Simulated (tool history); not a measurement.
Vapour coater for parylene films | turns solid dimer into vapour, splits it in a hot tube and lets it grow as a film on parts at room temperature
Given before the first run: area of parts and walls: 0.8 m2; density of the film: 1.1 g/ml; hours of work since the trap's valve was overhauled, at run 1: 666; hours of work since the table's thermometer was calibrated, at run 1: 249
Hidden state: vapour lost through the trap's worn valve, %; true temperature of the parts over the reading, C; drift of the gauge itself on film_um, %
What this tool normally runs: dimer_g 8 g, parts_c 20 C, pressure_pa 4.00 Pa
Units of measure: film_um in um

| run | hour | dimer_g | parts_c | pressure_pa | hours of work since the trap's valve was overhauled | hours of work since the table's thermometer was calibrated | film_um |
|---|---|---|---|---|---|---|---|
| 1 | 0.0 | 8 | 20 | 4.00 | 666 | 249 | 4.80 |
| 2 | 21.5 | 8 | 20 | 4.00 | 684 | 267 | 4.75 |
|  | 35.5 | trap's valve overhauled |
| 3 | 41.4 | 8 | 20 | 5.04 | 5 | 281 | 4.61 |
| 4 | 60.9 | 8 | 20 | 5.04 | 21 | 297 | 4.68 |
| 5 | 80.2 | 8 | 20 | 5.04 | 38 | 313 | 4.60 |
| 6 | 99.3 | 8 | 20 | 5.04 | 54 | 330 | 4.68 |
| 7 | 116.6 | 6 | 20 | 5.04 | 69 | 344 | 3.51 |
| 8 | 131.8 | 6 | 20 | 5.04 | 81 | 357 | 3.54 |
| 9 | 154.2 | 8 | 29 | 4.00 | 100 | 376 | 3.66 |
| 10 | 180.6 | 8 | 29 | 4.00 | 123 | 398 | 3.70 |
| 11 | 213.9 | 8 | 29 | 4.00 | 151 | 426 | 3.67 |
| 12 | 244.9 | 8 | 29 | 4.00 | 177 | 453 | 3.64 |
| 13 | 275.2 | 8 | 20 | 8.89 | 203 | 478 | 4.30 |
| 14 | 301.6 | 8 | 20 | 8.89 | 225 | 500 | 4.29 |
| 15 | 331.9 | 8 | 20 | 4.00 | 250 | 526 | 4.80 |
| 16 | 354.6 | 8 | 20 | 4.00 | 270 | 545 | 4.81 |
| 17 | 370.5 | 8 | 20 | 4.00 | 283 | 559 | 4.81 |
| 18 | 398.1 | 8 | 20 | 4.00 | 306 | 582 | 4.86 |
| 19 | 412.8 | 8 | 20 | 4.00 | 319 | 594 | 4.81 |
| 20 | 439.0 | 8 | 20 | 4.00 | 341 | 617 | 4.80 |
| 21 | 469.1 | 8 | 20 | 4.00 | 366 | 642 | 4.79 |
| 22 | 486.5 | 8 | 16 | 4.00 | 381 | 657 | 5.35 |
| 23 | 509.9 | 8 | 16 | 4.00 | 401 | 676 | 5.39 |
| 24 | 536.2 | 9 | 20 | 3.41 | 423 | 699 | 5.47 |
| 25 | 555.6 | 4 | 20 | 3.41 | 439 | 715 | 2.47 |
| 26 | 570.8 | 4 | 20 | 3.41 | 452 | 728 | 2.48 |
| 27 | 603.6 | 6 | 20 | 4.00 | 480 | 756 | 3.58 |
| 28 | 625.8 | 5 | 20 | 4.00 | 499 | 774 | 2.94 |
| 29 | 657.5 | 5 | 30 | 10.24 | 525 | 801 | 1.99 |
| 30 | 688.6 | 8 | 20 | 2.87 | 552 | 827 | 4.98 |
| 31 | 703.9 | 8 | 20 | 2.12 | 565 | 840 | 5.19 |
| 32 | 730.2 | 8 | 20 | 2.12 | 587 | 863 | 5.21 |
| 33 | 749.6 | 5 | 15 | 6.50 | 603 | 879 | 3.23 |
|  | 764.1 | table's thermometer calibrated |
| 34 | 766.8 | 5 | 15 | 6.50 | 617 | 2 | 3.25 |
| 35 | 780.8 | 5 | 15 | 6.50 | 629 | 14 | 3.28 |
| 36 | 807.9 | 4 | 14 | 2.31 | 652 | 37 | 3.04 |
| 37 | 828.1 | 4 | 14 | 2.31 | 669 | 54 | 3.07 |
| 38 | 853.1 | 9 | 17 | 2.31 | 690 | 75 | 6.38 |
|  | 859.7 | trap's valve overhauled |
| 39 | 874.4 | 4 | 17 | 9.04 | 12 | 90 | 2.35 |
| 40 | 890.4 | 5 | 25 | 4.00 | 26 | 103 | 2.58 |
| 41 | 920.0 | 5 | 20 | 4.25 | 51 | 128 | 2.94 |
| 42 | 943.1 | 11 | 20 | 7.57 | 70 | 148 | 5.99 |
| 43 | 975.4 | 11 | 26 | 8.40 | 98 | 175 | 5.02 |
| 44 | 996.5 | 8 | 20 | 3.63 | 116 | 193 | 4.83 |
| 45 | 1029.8 | 8 | 20 | 3.63 | 144 | 221 | 4.82 |
| 46 | 1060.7 | 8 | 20 | 10.63 | 170 | 247 | 4.16 |

Consider 3 possible next runs. They are alternatives, not a sequence: every one starts from the tool as it was left by run 46. What does each give?
| A | 1088.2 | 12 | 31 | 4.83 | 193 | 270 | ? |
| B | 1088.2 | 8 | 20 | 11.91 | 193 | 270 | ? |
| C | 1088.2 | 8 | 25 | 2.23 | 193 | 270 | ? |

| run | film_um |
|---|---|
| A | 5.12 |
| B | 4.08 |
| C | 4.47 |
Without the tool's hidden state the same runs would have given:
| run | film_um |
|---|---|
| A | 5.12 |
| B | 4.08 |
| C | 4.48 |

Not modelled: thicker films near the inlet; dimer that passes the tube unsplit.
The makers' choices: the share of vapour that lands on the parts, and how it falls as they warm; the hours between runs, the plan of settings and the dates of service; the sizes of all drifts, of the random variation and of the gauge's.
